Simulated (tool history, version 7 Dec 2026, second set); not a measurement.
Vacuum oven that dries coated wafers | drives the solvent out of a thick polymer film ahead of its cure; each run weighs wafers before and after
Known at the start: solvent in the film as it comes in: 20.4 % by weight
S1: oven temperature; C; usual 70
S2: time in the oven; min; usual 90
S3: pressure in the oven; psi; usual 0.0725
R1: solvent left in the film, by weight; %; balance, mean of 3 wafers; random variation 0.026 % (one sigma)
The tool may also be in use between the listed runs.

{"run": 1, "hour": 0.0, "S1": 70, "S2": 90, "S3": 0.0725, "R1": 1.96}
{"run": 2, "hour": 23.7, "S1": 70, "S2": 90, "S3": 0.0725, "R1": 1.94}
{"run": 3, "hour": 39.4, "S1": 70, "S2": 90, "S3": 0.0725, "R1": 1.98}
{"run": 4, "hour": 61.2, "S1": 70, "S2": 90, "S3": 0.0725, "R1": 1.95}
{"run": 5, "hour": 72.2, "S1": 70, "S2": 90, "S3": 0.0725, "R1": 2.0}
{"run": 6, "hour": 96.5, "S1": 70, "S2": 90, "S3": 0.0725, "R1": 1.98}
{"run": 7, "hour": 121.0, "S1": 70, "S2": 90, "S3": 0.0725, "R1": 1.97}
{"run": 8, "hour": 135.7, "S1": 66, "S2": 90, "S3": 0.0725, "R1": 3.18}
{"run": 9, "hour": 147.5, "S1": 70, "S2": 52, "S3": 0.1331, "R1": 4.8}
{"run": 10, "hour": 171.1, "S1": 70, "S2": 52, "S3": 0.1331, "R1": 4.8}
{"run": 11, "hour": 192.2, "S1": 57, "S2": 126, "S3": 0.2857, "R1": 5.67}
{"run": 12, "hour": 209.0, "S1": 72, "S2": 65, "S3": 0.0605, "R1": 2.82}
{"run": 13, "hour": 224.5, "S1": 61, "S2": 70, "S3": 0.2332, "R1": 6.98}
{"run": 14, "hour": 239.3, "S1": 77, "S2": 90, "S3": 0.0725, "R1": 0.73}
{"run": 15, "hour": 263.8, "S1": 56, "S2": 124, "S3": 0.0725, "R1": 5.26}
{"run": 16, "hour": 277.8, "S1": 56, "S2": 99, "S3": 0.1513, "R1": 6.82}

3 ways to go on from here, each from the tool as it stands after run 16. What would each give?
{"run": "A", "hour": 293.6, "S1": 55, "S2": 47, "S3": 0.1713, "R1": "?"}
{"run": "B", "hour": 293.6, "S1": 55, "S2": 131, "S3": 0.1513, "R1": "?"}
{"run": "C", "hour": 293.6, "S1": 80, "S2": 99, "S3": 0.1513, "R1": "?"}

run=A R1=11.29
run=B R1=5.66
run=C R1=0.55
Without the tool's hidden state the same runs would have given:
run=A R1=11.47
run=B R1=5.84
run=C R1=0.50
